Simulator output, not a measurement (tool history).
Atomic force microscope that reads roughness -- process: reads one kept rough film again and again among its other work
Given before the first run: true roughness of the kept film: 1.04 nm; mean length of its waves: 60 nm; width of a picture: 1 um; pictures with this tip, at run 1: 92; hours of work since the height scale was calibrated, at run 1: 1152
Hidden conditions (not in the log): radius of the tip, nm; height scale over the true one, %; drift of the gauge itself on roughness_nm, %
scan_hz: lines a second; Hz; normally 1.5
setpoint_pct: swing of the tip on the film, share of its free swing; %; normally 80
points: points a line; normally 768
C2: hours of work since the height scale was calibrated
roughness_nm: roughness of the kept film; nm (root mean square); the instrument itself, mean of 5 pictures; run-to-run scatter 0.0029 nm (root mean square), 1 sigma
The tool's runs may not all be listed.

Run 1, hour 0: usual settings; pictures with this tip 92; C2 1152. Result: roughness_nm 0.934 nm (root mean square).
Run 2, hour 74.3: usual settings; pictures with this tip 152; C2 1182. Result: roughness_nm 0.927 nm (root mean square).
At hour 85.7: new tip fitted.
Run 3, hour 147.2: usual settings; pictures with this tip 50; C2 1211. Result: roughness_nm 0.939 nm (root mean square).
Run 4, hour 212.5: usual settings; pictures with this tip 102; C2 1237. Result: roughness_nm 0.928 nm (root mean square).
Run 5, hour 270.1: usual settings; pictures with this tip 148; C2 1261. Result: roughness_nm 0.925 nm (root mean square).
At hour 290.8: new tip fitted.
Run 6, hour 321.7: usual settings but scan_hz 2.71 Hz; pictures with this tip 25; C2 1281. Result: roughness_nm 0.89 nm (root mean square).
Run 7, hour 366.9: usual settings but scan_hz 0.58 Hz; pictures with this tip 61; C2 1299. Result: roughness_nm 0.977 nm (root mean square).
Run 8, hour 405.5: usual settings but scan_hz 0.58 Hz, setpoint_pct 83 %, points 604; pictures with this tip 92; C2 1315. Result: roughness_nm 0.969 nm (root mean square).

Run 9 is up next; what results do you expect?
Run 9, hour 482.7: usual settings but scan_hz 0.55 Hz, setpoint_pct 55 %, points 604; pictures with this tip 154; C2 1346. Result: roughness_nm ?.

{"run 9": {"roughness_nm": 0.985}}
On a tool with no hidden condition, and with the same random variation, this run would have come out at roughness_nm 1.018 nm (root mean square).
